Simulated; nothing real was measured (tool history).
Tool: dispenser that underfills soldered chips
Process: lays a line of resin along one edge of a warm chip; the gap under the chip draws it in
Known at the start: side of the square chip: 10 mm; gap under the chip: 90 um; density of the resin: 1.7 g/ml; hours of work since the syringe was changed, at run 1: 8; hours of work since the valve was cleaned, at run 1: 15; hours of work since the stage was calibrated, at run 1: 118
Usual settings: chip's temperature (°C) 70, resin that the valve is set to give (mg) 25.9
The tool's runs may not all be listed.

run,hour,chip's temperature (°C),resin that the valve is set to give (mg),hours of work since the syringe was changed,hours of work since the valve was cleaned,hours of work since the stage was calibrated,time until the resin shows at the far edge (s),resin that the valve gave (mg)
1,0,70,25.9,8,15,118,99.8,25.68
# hour 3.2: new syringe of resin
2,4,70,25.9,1,18,121,65.1,25.46
3,8.2,70,32.5,4,21,124,78.9,31.61
4,13.2,70,25.9,8,25,128,102.3,25.32
# hour 15.6: new syringe of resin
5,16.9,70,26.4,1,28,131,65.2,25.71
6,21.6,70,26.4,5,32,135,84.3,25.69
7,25,70,26.4,8,34,137,96.9,25.35
# hour 28: new syringe of resin
8,31.7,70,26.4,3,39,142,75,25.29
9,34.9,70,26.4,5,42,145,87.3,25.46
# hour 40.6: new syringe of resin
10,41.5,70,26.4,1,47,150,65.6,25.28
11,46,70,25.9,4,51,154,81.2,24.76
12,49.3,70,25.9,7,53,156,93.3,24.68
# hour 53.2: new syringe of resin
13,53.3,70,25.9,0,56,159,62.5,24.75
14,58.7,63,25.9,4,60,164,102.9,24.25
15,62.9,60,31.3,8,64,167,134.1,29.17
# hour 65.8: new syringe of resin
16,65.9,70,23,0,66,169,66.1,21.78
17,71.3,83,27.3,4,70,173,56,25.61
18,77.5,83,27.3,9,75,178,76.6,25.5
# hour 78.3: new syringe of resin
19,84.3,83,27.3,5,80,184,55.9,25.19
20,87.7,81,25.9,7,83,186,71.9,24.11
# hour 90.7: new syringe of resin
21,91.2,58,27.5,0,86,189,96.4,25.42
22,96,58,27.5,4,90,193,123,25.28
23,99.3,74,28.3,7,92,195,85.9,25.82
# hour 103.3: new syringe of resin
24,105.5,61,22,2,97,200,97.9,20.17
25,108.3,66,27.6,4,99,202,90.9,25.18
26,113.4,80,23.3,8,103,206,79,21.19

4 ways to go on from here, each from the tool as it stands after run 26. What would each give?
# hour 116: new syringe of resin
A,116.8,77,25.4,1,106,209,?,?
# hour 116: new syringe of resin
B,116.8,56,22.3,1,106,209,?,?
# hour 116: new syringe of resin
C,116.8,56,31.9,1,106,209,?,?
# hour 116: new syringe of resin
D,116.8,84,32.2,1,106,209,?,?

run,time until the resin shows at the far edge (s),resin that the valve gave (mg)
A,53.7,23.01
B,110.3,19.96
C,103.1,28.98
D,42.9,29.2
Without the tool's hidden state the same runs would have given:
run,time until the resin shows at the far edge (s),resin that the valve gave (mg)
A,49.7,25.35
B,100.8,22
C,96,31.92
D,40.2,32.16
